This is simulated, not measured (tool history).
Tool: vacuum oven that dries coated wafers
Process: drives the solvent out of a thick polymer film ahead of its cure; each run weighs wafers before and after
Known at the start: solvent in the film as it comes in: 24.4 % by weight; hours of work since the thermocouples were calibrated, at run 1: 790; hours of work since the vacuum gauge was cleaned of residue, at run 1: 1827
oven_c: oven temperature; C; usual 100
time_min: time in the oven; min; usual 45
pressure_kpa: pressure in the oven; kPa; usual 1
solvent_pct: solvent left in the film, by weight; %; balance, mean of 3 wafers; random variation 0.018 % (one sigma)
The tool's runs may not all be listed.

run	day	oven_c	time_min	pressure_kpa	hours of work since the thermocouples were calibrated	hours of work since the vacuum gauge was cleaned of residue	solvent_pct
1	0	100	45	1	790	1827	1.37
2	3.371	100	45	1	854	1892	1.34
3	7.742	100	45	1	938	1975	1.35
4	11.062	100	45	3.56	1002	2039	2.31
5	15.058	100	48	1	1078	2116	1.22
# day 18.854: oven's thermocouples calibrated
6	19.979	100	48	1	22	2208	1.31
7	22.475	100	48	1	69	2256	1.31
8	25.8	100	45	1	133	2320	1.51
9	29.883	100	45	1.63	211	2398	1.71
10	32.079	100	45	1.63	253	2440	1.76
# day 35.562: vacuum gauge cleaned of residue and calibrated
11	36.358	100	45	1.63	334	15	1.78
12	41.221	100	45	1.63	428	108	1.78
13	44.654	100	45	1.63	493	174	1.77
# day 48.629: vacuum gauge cleaned of residue and calibrated, once more
14	48.879	100	45	1.63	573	5	1.41
15	53.725	100	45	1.63	666	98	1.41
16	58.871	100	45	1.63	765	196	1.44
17	62.762	100	33	2.77	839	271	2.85
18	67.075	100	45	0.61	922	354	1.04
19	71.496	100	45	0.61	1007	438	1.04
20	73.8	109	68	0.72	1051	483	0.25
21	78.042	100	73	1.08	1132	564	0.6
# day 78.821: oven's thermocouples calibrated
22	82.346	105	37	2.05	68	645	1.58
23	85.029	90	35	1.18	119	696	4.89
24	90.267	90	55	1.09	219	797	2.44
25	93.554	92	34	1	282	860	4.33
26	98.183	109	45	0.89	371	948	0.53
27	102.196	109	45	0.89	448	1025	0.54

Forecast each of these 3 alternatives for the next run:
A	105	100	33	0.64	502	1079	?
B	105	94	49	1.03	502	1079	?
C	105	114	76	0.89	502	1079	?

run	solvent_pct
A	2.3
B	2.04
C	0.3
Without the tool's hidden state the same runs would have given:
run	solvent_pct
A	2.28
B	1.97
C	0.21
